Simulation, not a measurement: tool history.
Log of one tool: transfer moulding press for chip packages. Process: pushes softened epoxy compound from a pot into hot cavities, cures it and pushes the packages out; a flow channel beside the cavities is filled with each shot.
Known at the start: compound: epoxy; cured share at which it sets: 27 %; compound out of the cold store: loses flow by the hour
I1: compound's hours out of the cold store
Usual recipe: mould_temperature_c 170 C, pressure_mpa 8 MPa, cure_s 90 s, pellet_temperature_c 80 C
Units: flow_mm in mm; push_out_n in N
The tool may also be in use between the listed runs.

Run 1, day 0: usual settings; I1 13.1. Result: flow_mm 578 mm, push_out_n 585 N.
Run 2, day 0.467: usual settings but mould_temperature_c 164 C; I1 27.1. Result: flow_mm 544 mm, push_out_n 769 N.
Run 3, day 1.204: usual settings but mould_temperature_c 164 C; I1 11.1. Result: flow_mm 604 mm, push_out_n 832 N.
At day 1.475: cavities cleaned with cleaning compound and waxed.
Run 4, day 1.929: usual settings but mould_temperature_c 164 C; I1 34.9. Result: flow_mm 516 mm, push_out_n 552 N.
Run 5, day 2.346: usual settings but mould_temperature_c 175 C; I1 35.6. Result: flow_mm 489 mm, push_out_n 446 N.
Run 6, day 2.862: usual settings but mould_temperature_c 175 C; I1 19.6. Result: flow_mm 541 mm, push_out_n 476 N.
Run 7, day 3.846: usual settings but mould_temperature_c 175 C, cure_s 78 s; I1 20.7. Result: flow_mm 537 mm, push_out_n 564 N.
Run 8, day 4.838: usual settings but mould_temperature_c 175 C, cure_s 78 s; I1 34. Result: flow_mm 486 mm, push_out_n 597 N.
At day 4.988: cavities cleaned with cleaning compound and waxed.
Run 9, day 5.696: usual settings but mould_temperature_c 175 C, cure_s 78 s; I1 34.7. Result: flow_mm 486 mm, push_out_n 469 N.
Run 10, day 6.25: usual settings but pressure_mpa 7.68 MPa; I1 29.4. Result: flow_mm 496 mm, push_out_n 530 N.
Run 11, day 7.262: usual settings but pressure_mpa 7.68 MPa; I1 31.9. Result: flow_mm 490 mm, push_out_n 570 N.
Run 12, day 7.992: usual settings but cure_s 98 s; I1 38.6. Result: flow_mm 478 mm, push_out_n 548 N.
At day 8.442: cavities cleaned with cleaning compound and waxed.
Run 13, day 8.517: usual settings; I1 17.8. Result: flow_mm 545 mm, push_out_n 380 N.
Run 14, day 9.383: usual settings but pressure_mpa 8.8 MPa, cure_s 117 s; I1 44.6. Result: flow_mm 474 mm, push_out_n 439 N.
Run 15, day 10.175: usual settings but mould_temperature_c 175 C, cure_s 77 s; I1 25.5. Result: flow_mm 498 mm, push_out_n 557 N.
Run 16, day 10.821: usual settings but mould_temperature_c 175 C, cure_s 77 s; I1 46.1. Result: flow_mm 439 mm, push_out_n 582 N.
Run 17, day 11.342: usual settings but mould_temperature_c 165 C, cure_s 77 s; I1 40.6. Result: flow_mm 474 mm, push_out_n 982 N.
At day 11.788: plunger's sealing rings changed.
Run 18, day 11.888: usual settings but mould_temperature_c 165 C, pressure_mpa 6.23 MPa, cure_s 77 s, pellet_temperature_c 73 C; I1 30.4. Result: flow_mm 483 mm, push_out_n 1056 N.
At day 12.033: cavities cleaned with cleaning compound and waxed.
Run 19, day 12.821: usual settings but pressure_mpa 8.27 MPa, pellet_temperature_c 87 C; I1 21.7. Result: flow_mm 571 mm, push_out_n 477 N.
Run 20, day 13.862: usual settings but pressure_mpa 8.27 MPa, pellet_temperature_c 87 C; I1 30.4. Result: flow_mm 540 mm, push_out_n 546 N.
Run 21, day 14.396: usual settings but pressure_mpa 8.27 MPa, pellet_temperature_c 87 C; I1 29.5. Result: flow_mm 539 mm, push_out_n 589 N.
Run 22, day 15.358: usual settings but mould_temperature_c 164 C, pressure_mpa 7.82 MPa, pellet_temperature_c 87 C; I1 11.5. Result: flow_mm 597 mm, push_out_n 852 N.
At day 15.512: cavities cleaned with cleaning compound and waxed.
Run 23, day 16.275: usual settings but mould_temperature_c 164 C, pressure_mpa 7.82 MPa, pellet_temperature_c 87 C; I1 39.3. Result: flow_mm 502 mm, push_out_n 614 N.
Run 24, day 16.954: usual settings but mould_temperature_c 164 C, pressure_mpa 7.82 MPa, pellet_temperature_c 87 C; I1 24.4. Result: flow_mm 548 mm, push_out_n 723 N.
Run 25, day 17.946: usual settings but mould_temperature_c 171 C, pressure_mpa 6.12 MPa, cure_s 79 s; I1 46.3. Result: flow_mm 408 mm, push_out_n 624 N.
At day 19.017: cavities cleaned with cleaning compound and waxed.
Run 26, day 19.021: usual settings but mould_temperature_c 175 C, pellet_temperature_c 75 C; I1 45.8. Result: flow_mm 457 mm, push_out_n 322 N.

Here are 5 independent what-if runs from the current tool condition. What would each one return?
Run A, day 19.588: usual settings but pellet_temperature_c 74 C; I1 33.5. Result: flow_mm ?, push_out_n ?.
Run B, day 19.588: usual settings but mould_temperature_c 164 C, cure_s 79 s, pellet_temperature_c 75 C; I1 38.7. Result: flow_mm ?, push_out_n ?.
Run C, day 19.588: usual settings but mould_temperature_c 167 C, cure_s 117 s, pellet_temperature_c 75 C; I1 24.2. Result: flow_mm ?, push_out_n ?.
Run D, day 19.588: usual settings but pressure_mpa 7.93 MPa, pellet_temperature_c 84 C; I1 30.8. Result: flow_mm ?, push_out_n ?.
Run E, day 19.588: usual settings but mould_temperature_c 175 C, pressure_mpa 6.17 MPa, cure_s 121 s, pellet_temperature_c 73 C; I1 41.3. Result: flow_mm ?, push_out_n ?.

run  flow_mm  push_out_n
  A      505         456
  B      501         776
  C      544         409
  D      511         450
  E      418         393
With the hidden condition removed and each run's random variation left untouched, the same runs would have given:
run  flow_mm  push_out_n
  A      522         353
  B      517         572
  C      562         321
  D      528         349
  E      432         312
